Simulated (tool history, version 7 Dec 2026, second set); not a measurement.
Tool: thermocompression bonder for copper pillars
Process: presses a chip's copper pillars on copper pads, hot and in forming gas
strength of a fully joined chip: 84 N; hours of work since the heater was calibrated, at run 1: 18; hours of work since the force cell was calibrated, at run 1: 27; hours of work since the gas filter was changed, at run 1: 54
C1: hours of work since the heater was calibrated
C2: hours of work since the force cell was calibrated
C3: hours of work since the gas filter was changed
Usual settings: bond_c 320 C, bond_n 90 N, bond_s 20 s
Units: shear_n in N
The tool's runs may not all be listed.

{"run": 1, "hour": 0.0, "bond_c": 320, "bond_n": 90, "bond_s": 20, "C1": 18, "C2": 27, "C3": 54, "shear_n": 32.3}
{"run": 2, "hour": 7.7, "bond_c": 320, "bond_n": 90, "bond_s": 20, "C1": 24, "C2": 32, "C3": 60, "shear_n": 32.6}
{"run": 3, "hour": 13.7, "bond_c": 320, "bond_n": 90, "bond_s": 20, "C1": 28, "C2": 37, "C3": 64, "shear_n": 32.2}
{"run": 4, "hour": 17.6, "bond_c": 303, "bond_n": 90, "bond_s": 20, "C1": 31, "C2": 40, "C3": 67, "shear_n": 27.8}
{"run": 5, "hour": 24.2, "bond_c": 303, "bond_n": 90, "bond_s": 20, "C1": 36, "C2": 44, "C3": 72, "shear_n": 28.3}
{"run": 6, "hour": 30.2, "bond_c": 303, "bond_n": 90, "bond_s": 20, "C1": 40, "C2": 49, "C3": 76, "shear_n": 28}
{"run": 7, "hour": 38.6, "bond_c": 303, "bond_n": 90, "bond_s": 23, "C1": 46, "C2": 55, "C3": 82, "shear_n": 29.8}
{"run": 8, "hour": 47.4, "bond_c": 303, "bond_n": 90, "bond_s": 23, "C1": 52, "C2": 61, "C3": 88, "shear_n": 29.4}
{"run": 9, "hour": 56.2, "bond_c": 303, "bond_n": 90, "bond_s": 23, "C1": 59, "C2": 68, "C3": 95, "shear_n": 29.5}
{"run": 10, "hour": 60.9, "bond_c": 303, "bond_n": 90, "bond_s": 23, "C1": 62, "C2": 71, "C3": 98, "shear_n": 29.8}
{"run": 11, "hour": 67.1, "bond_c": 320, "bond_n": 90, "bond_s": 30, "C1": 67, "C2": 76, "C3": 103, "shear_n": 37.7}
{"run": 12, "hour": 71.2, "bond_c": 320, "bond_n": 116, "bond_s": 20, "C1": 70, "C2": 78, "C3": 106, "shear_n": 37.3}
{"run": 13, "hour": 76.9, "bond_c": 320, "bond_n": 90, "bond_s": 20, "C1": 74, "C2": 83, "C3": 110, "shear_n": 32.4}
{"run": 14, "hour": 80.9, "bond_c": 320, "bond_n": 90, "bond_s": 20, "C1": 77, "C2": 86, "C3": 113, "shear_n": 32.6}
{"run": 15, "hour": 88.7, "bond_c": 320, "bond_n": 75, "bond_s": 20, "C1": 82, "C2": 91, "C3": 118, "shear_n": 28.9}
{"run": 16, "hour": 97.5, "bond_c": 320, "bond_n": 90, "bond_s": 20, "C1": 89, "C2": 98, "C3": 125, "shear_n": 32.4}
{"run": 17, "hour": 101.6, "bond_c": 320, "bond_n": 90, "bond_s": 20, "C1": 92, "C2": 101, "C3": 128, "shear_n": 32.7}
{"run": 18, "hour": 106.1, "bond_c": 320, "bond_n": 90, "bond_s": 20, "C1": 95, "C2": 104, "C3": 131, "shear_n": 32.6}
{"run": 19, "hour": 111.3, "bond_c": 320, "bond_n": 90, "bond_s": 20, "C1": 99, "C2": 108, "C3": 135, "shear_n": 32.7}
{"run": 20, "hour": 118.7, "bond_c": 320, "bond_n": 90, "bond_s": 20, "C1": 104, "C2": 113, "C3": 140, "shear_n": 32.9}
{"run": 21, "hour": 127.7, "bond_c": 320, "bond_n": 75, "bond_s": 20, "C1": 111, "C2": 120, "C3": 147, "shear_n": 29}
{"run": 22, "hour": 137.1, "bond_c": 320, "bond_n": 93, "bond_s": 20, "C1": 118, "C2": 126, "C3": 154, "shear_n": 33.2}
{"run": 23, "hour": 142.2, "bond_c": 320, "bond_n": 93, "bond_s": 20, "C1": 121, "C2": 130, "C3": 157, "shear_n": 33.1}
{"run": 24, "hour": 148.0, "bond_c": 320, "bond_n": 93, "bond_s": 20, "C1": 125, "C2": 134, "C3": 162, "shear_n": 32.6}
{"run": 25, "hour": 154.6, "bond_c": 348, "bond_n": 58, "bond_s": 50, "C1": 130, "C2": 139, "C3": 166, "shear_n": 44}
{"run": 26, "hour": 162.2, "bond_c": 348, "bond_n": 58, "bond_s": 50, "C1": 136, "C2": 145, "C3": 172, "shear_n": 44.6}
{"run": 27, "hour": 170.7, "bond_c": 348, "bond_n": 58, "bond_s": 10, "C1": 142, "C2": 151, "C3": 178, "shear_n": 24}
{"run": 28, "hour": 177.7, "bond_c": 304, "bond_n": 108, "bond_s": 15, "C1": 147, "C2": 156, "C3": 183, "shear_n": 27.9}
{"run": 29, "hour": 186.9, "bond_c": 348, "bond_n": 94, "bond_s": 40, "C1": 154, "C2": 163, "C3": 190, "shear_n": 51.4}
{"run": 30, "hour": 191.8, "bond_c": 348, "bond_n": 94, "bond_s": 34, "C1": 157, "C2": 166, "C3": 193, "shear_n": 48.6}
{"run": 31, "hour": 197.8, "bond_c": 308, "bond_n": 56, "bond_s": 57, "C1": 162, "C2": 170, "C3": 198, "shear_n": 33.7}
{"run": 32, "hour": 204.5, "bond_c": 320, "bond_n": 64, "bond_s": 56, "C1": 166, "C2": 175, "C3": 203, "shear_n": 39.9}
{"run": 33, "hour": 210.7, "bond_c": 319, "bond_n": 90, "bond_s": 43, "C1": 171, "C2": 180, "C3": 207, "shear_n": 42.3}
{"run": 34, "hour": 218.7, "bond_c": 319, "bond_n": 90, "bond_s": 43, "C1": 177, "C2": 186, "C3": 213, "shear_n": 42.9}
{"run": 35, "hour": 226.7, "bond_c": 329, "bond_n": 85, "bond_s": 20, "C1": 183, "C2": 191, "C3": 219, "shear_n": 34.2}
{"run": 36, "hour": 234.6, "bond_c": 348, "bond_n": 69, "bond_s": 10, "C1": 188, "C2": 197, "C3": 224, "shear_n": 26.9}
{"run": 37, "hour": 243.2, "bond_c": 348, "bond_n": 69, "bond_s": 10, "C1": 195, "C2": 203, "C3": 231, "shear_n": 26.8}
{"hour": 248.2, "done": "forming gas filter changed"}
{"run": 38, "hour": 252.9, "bond_c": 325, "bond_n": 83, "bond_s": 10, "C1": 201, "C2": 210, "C3": 3, "shear_n": 24.4}

Forecast each of these 3 alternatives for the next run:
{"run": "A", "hour": 258.0, "bond_c": 302, "bond_n": 127, "bond_s": 10, "C1": 205, "C2": 214, "C3": 7, "shear_n": "?"}
{"run": "B", "hour": 258.0, "bond_c": 330, "bond_n": 74, "bond_s": 25, "C1": 205, "C2": 214, "C3": 7, "shear_n": "?"}
{"run": "C", "hour": 258.0, "bond_c": 298, "bond_n": 93, "bond_s": 10, "C1": 205, "C2": 214, "C3": 7, "shear_n": "?"}

run=A shear_n=25.4
run=B shear_n=34.5
run=C shear_n=20.8
Without the tool's hidden state the same runs would have given:
run=A shear_n=25.4
run=B shear_n=34.4
run=C shear_n=20.8

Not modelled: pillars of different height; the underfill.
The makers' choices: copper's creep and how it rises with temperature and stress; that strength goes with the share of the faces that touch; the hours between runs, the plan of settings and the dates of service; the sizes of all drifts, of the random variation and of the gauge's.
